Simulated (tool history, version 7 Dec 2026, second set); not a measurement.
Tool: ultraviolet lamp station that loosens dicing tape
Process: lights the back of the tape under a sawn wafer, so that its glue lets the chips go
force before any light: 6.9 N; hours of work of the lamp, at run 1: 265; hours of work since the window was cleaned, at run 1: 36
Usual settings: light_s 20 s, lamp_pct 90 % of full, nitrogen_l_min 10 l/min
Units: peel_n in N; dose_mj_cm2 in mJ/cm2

run  hour  light_s  lamp_pct  nitrogen_l_min  hours of work of the lamp  hours of work since the window was cleaned  peel_n  dose_mj_cm2
  1   0.0       20        90              10                        265                                          36   0.514          598
  2   4.6       20        90               4                        268                                          40   0.911          598
  3  13.9       20        90              10                        275                                          47   0.539          602
  4  18.8       20        90               5                        279                                          50   0.798          595
  5  23.1       20        92              10                        282                                          53   0.523          607
  6  32.1       20        90              10                        288                                          60   0.553          599
  7  39.3       20        90              10                        294                                          65   0.541          590
  8  48.6       20        90              10                        300                                          72   0.555          590
  9  53.7       11        72              16                        304                                          76   1.807          257
 10  61.5       20        76              19                        310                                          82   0.540          491
 11  69.9       36        81               4                        316                                          88   0.382          946
 12  74.8       36        81               4                        320                                          91   0.404          939
 13  81.5       21        81               4                        324                                          96   1.101          542
 14  88.9       21        81               4                        330                                         102   1.071          547
 15  99.3       19        78              10                        337                                         109   0.813          471

A few steps of peel_n between consecutive runs. Split each: what settings, incoming material and random variation would produce without the hidden state, and what is left over for the hidden state, along with gauge scatter present in only one of the two compared results (measured, and without hidden state):
Hidden conditions of the tool in this case: lamp's light, % of a new lamp's; light that the window lets through, % of a clean one's; drift of the gauge itself on peel_n, %; drift of the gauge itself on dose_mj_cm2, %.
Run 8 -> 9: light_s 20 -> 11, lamp_pct 90 -> 72, nitrogen_l_min 10 -> 16. peel_n +1.252 N: hidden state +0.171, all else +1.081.
Run 9 -> 10: light_s 11 -> 20, lamp_pct 72 -> 76, nitrogen_l_min 16 -> 19. peel_n -1.267 N: hidden state -0.169, all else -1.098.
